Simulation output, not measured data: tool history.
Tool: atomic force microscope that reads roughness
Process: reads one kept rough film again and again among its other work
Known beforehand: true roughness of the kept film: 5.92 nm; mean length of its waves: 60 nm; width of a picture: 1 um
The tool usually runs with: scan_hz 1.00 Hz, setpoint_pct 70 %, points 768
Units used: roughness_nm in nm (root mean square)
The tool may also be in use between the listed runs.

run    hour  scan_hz  setpoint_pct  points  roughness_nm
  1     0.0     1.00            70     768         5.473
  2    26.4     2.59            70     768         5.273
  3    38.6     2.59            70     768         5.244
  4    65.6     1.08            70     768         5.383
  5    81.6     1.00            81     768         5.350
  6   102.3     1.00            70     768         5.400
  7   131.1     1.00            70     768         5.423
  8   149.9     1.00            74     768         5.420
  9   168.9     1.00            74     768         5.433
 10   192.8     1.00            74     768         5.418
      200.4  -- new tip fitted
 11   219.1     0.55            74     768         5.467
 12   232.6     0.55            74     768         5.499
 13   261.3     1.00            70     343         5.399
 14   287.0     1.99            70     768         5.306
 15   300.3     1.99            70     768         5.350
 16   321.8     1.99            70     768         5.319
 17   345.3     1.99            70     768         5.292
 18   367.9     1.00            70     768         5.450
 19   386.2     1.00            81     768         5.376
 20   407.8     1.00            70     768         5.440
 21   426.3     1.00            70     768         5.439
      453.0  -- new tip fitted
 22   455.0     1.00            70     768         5.407
 23   475.7     2.93            70     768         5.225
 24   496.5     1.00            58     768         5.445
 25   508.5     1.00            70     768         5.426
 26   522.8     1.00            85     768         5.352
 27   538.8     1.00            85     768         5.338
 28   554.1     0.66            61     696         5.511
 29   572.6     0.66            75     779         5.455
 30   597.0     1.00            87     945         5.250
 31   623.6     3.05            66     650         5.309
 32   643.9     1.79            87     360         5.077
 33   664.0     0.88            68     291         5.492
 34   688.5     0.88            68     291         5.453
      706.0  -- new tip fitted
 35   706.0     2.18            90     291         4.947
 36   730.1     2.18            83     459         5.127
 37   742.4     0.74            87     768         5.392
 38   762.3     0.74            87     768         5.358
 39   790.4     1.36            79     380         5.269
 40   809.2     3.91            59     768         5.319
 41   829.9     2.04            70     363         5.318
 42   851.7     2.04            64     436         5.381
 43   867.1     0.64            65     290         5.482
 44   887.2     3.01            76     288         5.103
 45   912.2     1.00            88     768         5.296
 46   936.9     3.31            70     359         5.181
 47   957.0     3.31            70     359         5.201
      960.1  -- new tip fitted
 48   970.5     3.31            70     359         5.183
 49   989.8     1.56            79     359         5.257
 50  1010.4     3.79            70     768         5.132
 51  1036.3     0.88            70     768         5.446
 52  1058.7     0.88            70     768         5.456
 53  1087.4     0.64            70     733         5.517

Alternative continuations, all from the tool just after run 53; predict every row:
  A  1103.7     2.58            70     768             ?
  B  1103.7     0.64            70     347             ?
  C  1103.7     2.88            66     947             ?

run  roughness_nm
  A         5.289
  B         5.473
  C         5.323
With the hidden condition removed and each run's random variation left untouched, the same runs would have given:
run  roughness_nm
  A         5.296
  B         5.481
  C         5.330
